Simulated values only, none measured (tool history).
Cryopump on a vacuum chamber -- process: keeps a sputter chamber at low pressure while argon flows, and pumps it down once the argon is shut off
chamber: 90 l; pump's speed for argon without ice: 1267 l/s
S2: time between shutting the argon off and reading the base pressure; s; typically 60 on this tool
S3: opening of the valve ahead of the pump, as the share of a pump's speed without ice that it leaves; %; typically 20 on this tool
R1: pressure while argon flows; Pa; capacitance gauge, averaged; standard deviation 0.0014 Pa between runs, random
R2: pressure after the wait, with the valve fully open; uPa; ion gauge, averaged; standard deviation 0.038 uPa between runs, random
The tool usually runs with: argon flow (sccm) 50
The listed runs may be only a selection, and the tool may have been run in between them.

run 1 hour=0 | argon_flow_(sccm)=50 S2=60 S3=20 | R1=0.3479 R2=2.43
run 2 hour=53.2 | argon_flow_(sccm)=28 S2=60 S3=20 | R1=0.1934 R2=2.5
run 3 hour=83.8 | argon_flow_(sccm)=28 S2=60 S3=20 | R1=0.1945 R2=2.49
run 4 hour=117.5 | argon_flow_(sccm)=28 S2=60 S3=16 | R1=0.2392 R2=2.53
run 5 hour=153 | argon_flow_(sccm)=59 S2=60 S3=16 | R1=0.5061 R2=2.54
run 6 hour=199.1 | argon_flow_(sccm)=50 S2=60 S3=37 | R1=0.196 R2=2.59
run 7 hour=226.2 | argon_flow_(sccm)=50 S2=60 S3=20 | R1=0.3517 R2=2.63
run 8 hour=269.2 | argon_flow_(sccm)=50 S2=60 S3=19 | R1=0.3699 R2=2.61
run 9 hour=303 | argon_flow_(sccm)=50 S2=55 S3=20 | R1=0.3465 R2=2.82
run 10 hour=359.7 | argon_flow_(sccm)=50 S2=60 S3=20 | R1=0.3516 R2=2.74
run 11 hour=403.3 | argon_flow_(sccm)=50 S2=60 S3=20 | R1=0.3531 R2=2.72
run 12 hour=444.2 | argon_flow_(sccm)=50 S2=60 S3=20 | R1=0.3536 R2=2.74
run 13 hour=472.3 | argon_flow_(sccm)=50 S2=60 S3=20 | R1=0.3531 R2=2.8
run 14 hour=501.5 | argon_flow_(sccm)=50 S2=60 S3=20 | R1=0.3504 R2=2.83
run 15 hour=526.5 | argon_flow_(sccm)=50 S2=60 S3=20 | R1=0.3532 R2=2.87
run 16 hour=568 | argon_flow_(sccm)=50 S2=60 S3=20 | R1=0.3559 R2=2.99
run 17 hour=592.5 | argon_flow_(sccm)=50 S2=60 S3=20 | R1=0.3562 R2=2.93
run 18 hour=630.8 | argon_flow_(sccm)=50 S2=30 S3=20 | R1=0.354 R2=5.12
run 19 hour=665.2 | argon_flow_(sccm)=35 S2=109 S3=16 | R1=0.2935 R2=1.84
run 20 hour=705 | argon_flow_(sccm)=58 S2=58 S3=50 | R1=0.1559 R2=2.81
run 21 hour=762.9 | argon_flow_(sccm)=58 S2=37 S3=50 | R1=0.1558 R2=4.02
run 22 hour=805.4 | argon_flow_(sccm)=99 S2=37 S3=16 | R1=0.8236 R2=4.07
run 23 hour=856.1 | argon_flow_(sccm)=99 S2=37 S3=16 | R1=0.8272 R2=4.08
run 24 hour=900.1 | argon_flow_(sccm)=99 S2=37 S3=16 | R1=0.829 R2=4.14
run 25 hour=934 | argon_flow_(sccm)=99 S2=37 S3=16 | R1=0.8317 R2=4.21
run 26 hour=964.2 | argon_flow_(sccm)=99 S2=37 S3=16 | R1=0.8371 R2=4.06
run 27 hour=996.3 | argon_flow_(sccm)=50 S2=74 S3=35 | R1=0.1935 R2=2.62
run 28 hour=1054.8 | argon_flow_(sccm)=84 S2=286 S3=54 | R1=0.2153 R2=1.5
run 29 hour=1089.6 | argon_flow_(sccm)=79 S2=60 S3=25 | R1=0.429 R2=3.08
run 30 hour=1138.6 | argon_flow_(sccm)=25 S2=76 S3=19 | R1=0.1789 R2=2.72
run 31 hour=1169.3 | argon_flow_(sccm)=55 S2=50 S3=20 | R1=0.3736 R2=3.49
run 32 hour=1226.6 | argon_flow_(sccm)=55 S2=50 S3=20 | R1=0.3754 R2=3.54
run 33 hour=1285.9 | argon_flow_(sccm)=50 S2=181 S3=30 | R1=0.2274 R2=1.87
run 34 hour=1316.5 | argon_flow_(sccm)=28 S2=31 S3=17 | R1=0.2254 R2=4.75
run 35 hour=1358.9 | argon_flow_(sccm)=43 S2=31 S3=17 | R1=0.3469 R2=5.15

Not shown: 1 entry that the log had between the listed runs. Between which runs, and how does the tool's hidden state differ before and after?
Runs 18 to 19: pump warmed up, emptied and cooled again (hour 654.2)
  pump's speed, % of a pump's without ice: 75.6 -> 99.6; leak into the chamber, uPa l/s: 986 -> 1005
  the result without the hidden state subtracted from the measured one, R1: +0.022 -> +0.0006 Pa; R2: +0.83 -> +0.56 uPa
